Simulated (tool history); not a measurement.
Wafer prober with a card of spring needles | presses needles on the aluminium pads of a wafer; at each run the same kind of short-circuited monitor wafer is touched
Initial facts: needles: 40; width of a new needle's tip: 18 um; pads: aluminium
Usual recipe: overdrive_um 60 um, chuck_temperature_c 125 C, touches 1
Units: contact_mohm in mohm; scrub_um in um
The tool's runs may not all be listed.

run   hour  overdrive_um  chuck_temperature_c  touches  contact_mohm  scrub_um
  1    0.0            60                  125        1           296     15.98
      20.4  -- tips cleaned on abrasive film
  2   41.7            60                  125        1           324     16.12
      56.0  -- tips cleaned on abrasive film
  3   88.9            58                  125        1           366     15.52
      92.3  -- tips cleaned on abrasive film
  4  115.6            60                  125        1           324     16.15
     128.6  -- tips cleaned on abrasive film
  5  152.9            60                  125        1           339     16.08
     164.6  -- tips cleaned on abrasive film
  6  181.9            60                  125        1           311     16.06
     199.5  -- tips cleaned on abrasive film
  7  218.8            60                  125        1           309     15.89
     234.8  -- tips cleaned on abrasive film
  8  242.6            60                  125        1           265     15.94
     246.5  -- height of the first contact set anew
     270.2  -- tips cleaned on abrasive film
  9  279.0            59                  125        1           276     15.30
 10  298.6            59                  125        1           364     15.33
     306.5  -- tips cleaned on abrasive film
     323.1  -- height of the first contact set anew, once more
 11  338.5            59                  125        1           353     16.16
     342.1  -- tips cleaned on abrasive film
 12  374.3            68                  125        1           306     18.55
     378.1  -- tips cleaned on abrasive film
 13  401.3            60                  106        2           259     16.52
     413.3  -- tips cleaned on abrasive film
 14  433.8            75                   60        2           217     20.36
     450.9  -- tips cleaned on abrasive film
 15  468.6            75                   32        2           209     20.51
     486.1  -- tips cleaned on abrasive film
 16  499.4            75                   53        2           198     20.43
     521.7  -- tips cleaned on abrasive film
 17  543.4            60                   37        1           342     16.27
     556.6  -- tips cleaned on abrasive film
 18  587.7            60                   37        1           360     16.21
     593.0  -- tips cleaned on abrasive film
 19  622.9            60                   42        2           271     16.22

Estimate the outcome of run 20 from the log above:
     630.8  -- tips cleaned on abrasive film
 20  652.2            43                   37        2             ?         ?

{"run 20": {"contact_mohm": 376, "scrub_um": 11.6}}
On a tool with no hidden condition, and with the same random variation, this run would have come out at contact_mohm 153 mohm, scrub_um 11.85 um.
